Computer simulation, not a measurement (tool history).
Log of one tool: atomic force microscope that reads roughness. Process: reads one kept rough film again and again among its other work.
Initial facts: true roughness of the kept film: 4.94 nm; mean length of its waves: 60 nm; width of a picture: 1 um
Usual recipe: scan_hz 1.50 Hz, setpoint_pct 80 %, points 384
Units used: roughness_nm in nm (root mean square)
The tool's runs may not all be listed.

run,day,scan_hz,setpoint_pct,points,roughness_nm
1,0.000,1.50,80,384,4.618
2,1.350,0.85,80,384,4.661
3,3.729,2.55,80,384,4.350
# day 5.179: new tip fitted
4,6.192,2.55,80,384,4.421
5,7.304,2.55,80,384,4.351
6,9.908,1.12,80,384,4.505
# day 10.058: height scale calibrated on a step standard
# day 10.500: new tip fitted
7,12.067,0.92,76,384,4.685
8,13.300,2.02,63,907,4.643
9,14.996,0.52,69,301,4.671
# day 15.792: new tip fitted
10,17.571,0.52,69,301,4.761
11,19.238,1.50,76,501,4.566
# day 19.383: height scale calibrated on a step standard, once more
12,20.342,0.61,71,355,4.609

5 options for the next run, each taken on its own from the tool as it stands now. Forecast them:
# day 21.167: new tip fitted
A,21.912,3.21,56,384,?
# day 21.167: new tip fitted
B,21.912,3.47,80,839,?
# day 21.167: new tip fitted
C,21.912,0.75,80,485,?
# day 21.167: new tip fitted
D,21.912,0.72,59,751,?
# day 21.167: new tip fitted
E,21.912,1.50,80,547,?

run,roughness_nm
A,4.673
B,4.252
C,4.647
D,4.737
E,4.532
Take away the tool's hidden state, keep each run's random variation, and the runs would have read:
run,roughness_nm
A,4.697
B,4.273
C,4.671
D,4.761
E,4.555

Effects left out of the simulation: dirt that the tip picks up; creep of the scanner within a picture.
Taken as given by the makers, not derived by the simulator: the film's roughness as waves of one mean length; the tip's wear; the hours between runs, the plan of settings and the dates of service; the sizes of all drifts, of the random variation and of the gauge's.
